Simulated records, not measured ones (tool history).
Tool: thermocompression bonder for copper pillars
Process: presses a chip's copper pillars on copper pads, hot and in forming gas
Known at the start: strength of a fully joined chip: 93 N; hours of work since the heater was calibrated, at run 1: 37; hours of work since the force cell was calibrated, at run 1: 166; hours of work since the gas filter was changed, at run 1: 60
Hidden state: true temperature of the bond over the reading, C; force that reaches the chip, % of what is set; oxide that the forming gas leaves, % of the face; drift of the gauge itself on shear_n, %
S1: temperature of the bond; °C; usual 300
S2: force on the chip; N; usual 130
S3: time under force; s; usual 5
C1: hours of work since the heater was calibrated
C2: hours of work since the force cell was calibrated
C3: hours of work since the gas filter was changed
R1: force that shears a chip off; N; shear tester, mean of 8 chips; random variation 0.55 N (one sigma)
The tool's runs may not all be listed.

run,hour,S1,S2,S3,C1,C2,C3,R1
1,0.0,300,130,5,37,166,60,46.2
2,7.2,300,130,5,41,169,64,46.0
3,18.1,300,130,5,47,175,70,45.0
4,34.3,300,130,5,55,183,78,46.0
5,43.4,300,130,5,60,188,83,46.5
6,54.0,300,130,5,65,193,88,44.8
7,61.6,300,130,5,69,197,92,44.6
8,68.9,300,100,5,73,201,96,34.7
9,76.8,300,100,5,77,205,100,34.3
10,90.3,300,115,5,84,212,107,40.8
11,99.3,300,130,5,89,217,112,45.8
12,107.1,300,130,5,93,221,116,44.4
13,114.5,300,130,5,97,225,120,45.8
14,131.1,300,130,5,105,233,128,46.0
15,145.8,300,130,5,113,241,136,44.6
16,161.5,300,130,5,121,249,144,44.7
17,175.3,300,130,5,128,256,151,44.8
18,188.7,325,130,5,135,263,158,53.4
19,204.8,325,130,5,143,271,166,53.5
20,221.2,325,130,5,152,280,175,53.6
21,236.5,300,130,6,160,288,183,47.3
22,244.1,300,130,6,164,292,187,46.9
23,252.7,300,130,6,168,296,191,47.5
24,259.9,282,86,8,172,300,195,29.1
25,271.2,300,191,11,178,306,201,74.7
26,279.3,329,130,5,182,310,205,54.8
# hour 285.8: forming gas filter changed
27,288.9,271,130,3,187,315,2,29.1

The next listed run, before its measurement:
28,303.2,271,130,3,194,322,9,?

{"run 28": {"R1": 28.8}}
Without the tool's hidden state the same run would have given R1 29.7 N.
